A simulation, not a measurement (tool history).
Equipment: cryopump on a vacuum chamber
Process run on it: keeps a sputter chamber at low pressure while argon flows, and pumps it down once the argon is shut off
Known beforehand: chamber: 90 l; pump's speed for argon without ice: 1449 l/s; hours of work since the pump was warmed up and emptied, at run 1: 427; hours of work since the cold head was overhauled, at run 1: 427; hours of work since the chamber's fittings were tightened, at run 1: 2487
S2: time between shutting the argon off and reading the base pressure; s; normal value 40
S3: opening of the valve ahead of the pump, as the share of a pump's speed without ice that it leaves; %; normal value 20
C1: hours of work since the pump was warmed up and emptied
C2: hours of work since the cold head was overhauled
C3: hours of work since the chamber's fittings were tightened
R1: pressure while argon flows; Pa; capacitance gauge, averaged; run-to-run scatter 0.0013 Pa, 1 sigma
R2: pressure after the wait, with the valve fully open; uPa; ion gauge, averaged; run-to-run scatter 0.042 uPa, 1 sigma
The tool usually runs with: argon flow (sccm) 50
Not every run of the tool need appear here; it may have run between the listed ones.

{"run": 1, "hour": 0.0, "argon flow (sccm)": 50, "S2": 40, "S3": 20, "C1": 427, "C2": 427, "C3": 2487, "R1": 0.3176, "R2": 4.19}
{"run": 2, "hour": 22.2, "argon flow (sccm)": 50, "S2": 40, "S3": 20, "C1": 439, "C2": 439, "C3": 2499, "R1": 0.3185, "R2": 4.21}
{"run": 3, "hour": 44.6, "argon flow (sccm)": 50, "S2": 40, "S3": 20, "C1": 451, "C2": 451, "C3": 2511, "R1": 0.3216, "R2": 4.18}
{"run": 4, "hour": 64.1, "argon flow (sccm)": 50, "S2": 40, "S3": 20, "C1": 461, "C2": 461, "C3": 2521, "R1": 0.3229, "R2": 4.31}
{"hour": 75.8, "done": "pump warmed up, emptied and cooled again"}
{"run": 5, "hour": 97.9, "argon flow (sccm)": 50, "S2": 40, "S3": 20, "C1": 12, "C2": 476, "C3": 2536, "R1": 0.2927, "R2": 3.57}
{"run": 6, "hour": 111.5, "argon flow (sccm)": 50, "S2": 40, "S3": 20, "C1": 19, "C2": 483, "C3": 2543, "R1": 0.2931, "R2": 3.54}
{"run": 7, "hour": 123.4, "argon flow (sccm)": 50, "S2": 40, "S3": 20, "C1": 25, "C2": 489, "C3": 2549, "R1": 0.2929, "R2": 3.59}
{"run": 8, "hour": 140.0, "argon flow (sccm)": 85, "S2": 40, "S3": 25, "C1": 34, "C2": 498, "C3": 2558, "R1": 0.4, "R2": 3.53}
{"run": 9, "hour": 160.6, "argon flow (sccm)": 35, "S2": 40, "S3": 50, "C1": 44, "C2": 509, "C3": 2569, "R1": 0.0839, "R2": 3.62}
{"run": 10, "hour": 188.1, "argon flow (sccm)": 35, "S2": 40, "S3": 23, "C1": 59, "C2": 523, "C3": 2583, "R1": 0.1792, "R2": 3.59}
{"run": 11, "hour": 205.8, "argon flow (sccm)": 30, "S2": 62, "S3": 23, "C1": 68, "C2": 533, "C3": 2592, "R1": 0.1537, "R2": 2.91}
{"run": 12, "hour": 218.5, "argon flow (sccm)": 26, "S2": 37, "S3": 26, "C1": 75, "C2": 539, "C3": 2599, "R1": 0.1193, "R2": 3.88}
{"run": 13, "hour": 236.6, "argon flow (sccm)": 26, "S2": 37, "S3": 26, "C1": 84, "C2": 549, "C3": 2609, "R1": 0.1193, "R2": 3.87}

How the hidden state differs across the entries between the runs, from the last listed run before each to the first after it:
Runs 4 to 5: pump warmed up, emptied and cooled again (hour 75.8)
  pump's speed, % of a pump's without ice: 66.3 -> 98.9; cold plate's temperature, K: 12.15 -> 12.16; leak into the chamber, uPa l/s: 1862 -> 1871
  measured result minus the result with no hidden state, R1: +0.0301 -> +0.0008 Pa; R2: +1.77 -> +1.09 uPa
